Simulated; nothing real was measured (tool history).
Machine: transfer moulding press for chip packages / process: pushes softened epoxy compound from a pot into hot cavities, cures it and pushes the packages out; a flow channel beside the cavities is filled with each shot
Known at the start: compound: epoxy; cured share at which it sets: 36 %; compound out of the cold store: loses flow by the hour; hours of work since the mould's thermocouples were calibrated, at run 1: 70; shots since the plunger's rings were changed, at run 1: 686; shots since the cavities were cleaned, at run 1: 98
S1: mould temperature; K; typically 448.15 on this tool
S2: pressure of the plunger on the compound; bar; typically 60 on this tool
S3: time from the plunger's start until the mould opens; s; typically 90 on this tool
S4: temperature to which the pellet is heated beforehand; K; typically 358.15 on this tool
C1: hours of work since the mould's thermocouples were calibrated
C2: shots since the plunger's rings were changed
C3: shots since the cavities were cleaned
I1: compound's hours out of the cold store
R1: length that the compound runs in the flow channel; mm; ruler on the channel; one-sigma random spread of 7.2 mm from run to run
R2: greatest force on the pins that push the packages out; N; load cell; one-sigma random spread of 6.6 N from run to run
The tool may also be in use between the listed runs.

run,day,S1,S2,S3,S4,C1,C2,C3,I1,R1,R2
1,0,448.15,60,90,358.15,70,686,98,35.5,808,326
2,3.042,448.15,60,90,358.15,102,1373,785,9.8,856,489
3,4.529,448.15,60,90,358.15,118,1708,1120,45.8,769,504
# day 4.854: cavities cleaned with cleaning compound and waxed
4,7.375,448.15,60,90,358.15,148,2336,569,43.3,772,486
5,9.258,451.15,60,90,358.15,168,2761,994,37.3,763,485
# day 10.333: cavities cleaned with cleaning compound and waxed
6,12.808,448.15,60,90,363.15,206,3547,558,42.1,760,488
7,15.012,448.15,60,90,358.15,229,4045,1056,35.6,750,536
# day 15.717: cavities cleaned with cleaning compound and waxed
8,18.371,448.15,60,90,358.15,265,4788,598,38.9,742,484
9,20.904,448.15,60,90,358.15,292,5360,1170,19,781,552
# day 21.154: cavities cleaned with cleaning compound and waxed
# day 22.388: plunger's sealing rings changed
10,23.554,448.15,60,90,358.15,318,263,518,44.7,786,496
11,26.092,448.15,60,90,358.15,346,836,1091,13.8,860,562
# day 26.679: cavities cleaned with cleaning compound and waxed
12,27.833,448.15,60,90,358.15,363,1214,260,29,810,440
13,29.958,448.15,60,90,358.15,386,1694,740,47,759,499
# day 32.012: cavities cleaned with cleaning compound and waxed
14,33.142,443.15,71.9,90,348.15,420,2397,254,47.7,863,582
15,36.55,443.15,71.9,90,348.15,456,3167,1024,22.1,911,769
# day 37.5: cavities cleaned with cleaning compound and waxed
# day 39.942: mould's thermocouples calibrated
16,40.008,450.15,70.3,88,365.15,1,3914,547,10.6,875,461
17,41.875,450.15,70.3,88,365.15,21,4335,968,48,772,480
# day 43.008: cavities cleaned with cleaning compound and waxed
18,44.788,446.15,59,90,358.15,51,4978,401,44.6,727,488
19,46.738,445.15,58.2,94,359.15,72,5418,841,47.8,710,546
# day 47.904: plunger's sealing rings changed
# day 48.4: cavities cleaned with cleaning compound and waxed
20,48.4,448.15,60,97,358.15,88,99,0,43.1,802,246
21,50.046,448.15,51.5,71,358.15,106,470,371,26.8,765,671
22,53.071,448.15,60.4,79,358.15,138,1152,1053,33.8,811,598
# day 53.788: cavities cleaned with cleaning compound and waxed
23,56.442,443.15,61.7,77,362.15,174,1898,599,39,825,873
# day 59.217: cavities cleaned with cleaning compound and waxed
24,59.529,443.15,61.7,77,362.15,206,2580,70,30.7,822,627
25,62.879,443.15,60,90,368.15,242,3337,827,17.8,851,709
26,64.379,455.15,50.7,85,355.15,258,3675,1165,23,719,462

Each row is a separate what-if for the run after 26, all from the same tool condition, not one after another. Results?
# day 64.683: cavities cleaned with cleaning compound and waxed
A,67.942,448.15,48.3,117,355.15,295,4464,735,10.1,?,?
# day 64.683: cavities cleaned with cleaning compound and waxed
B,67.942,448.15,60,90,354.15,295,4464,735,35,?,?
# day 64.683: cavities cleaned with cleaning compound and waxed
C,67.942,455.15,74.7,85,355.15,295,4464,735,26.3,?,?
# day 64.683: cavities cleaned with cleaning compound and waxed
D,67.942,447.15,60,90,358.15,295,4464,735,25.1,?,?

run,R1,R2
A,735,448
B,766,524
C,830,458
D,787,524
With no hidden state in the tool, these same runs would have given:
run,R1,R2
A,791,233
B,823,269
C,894,240
D,847,264

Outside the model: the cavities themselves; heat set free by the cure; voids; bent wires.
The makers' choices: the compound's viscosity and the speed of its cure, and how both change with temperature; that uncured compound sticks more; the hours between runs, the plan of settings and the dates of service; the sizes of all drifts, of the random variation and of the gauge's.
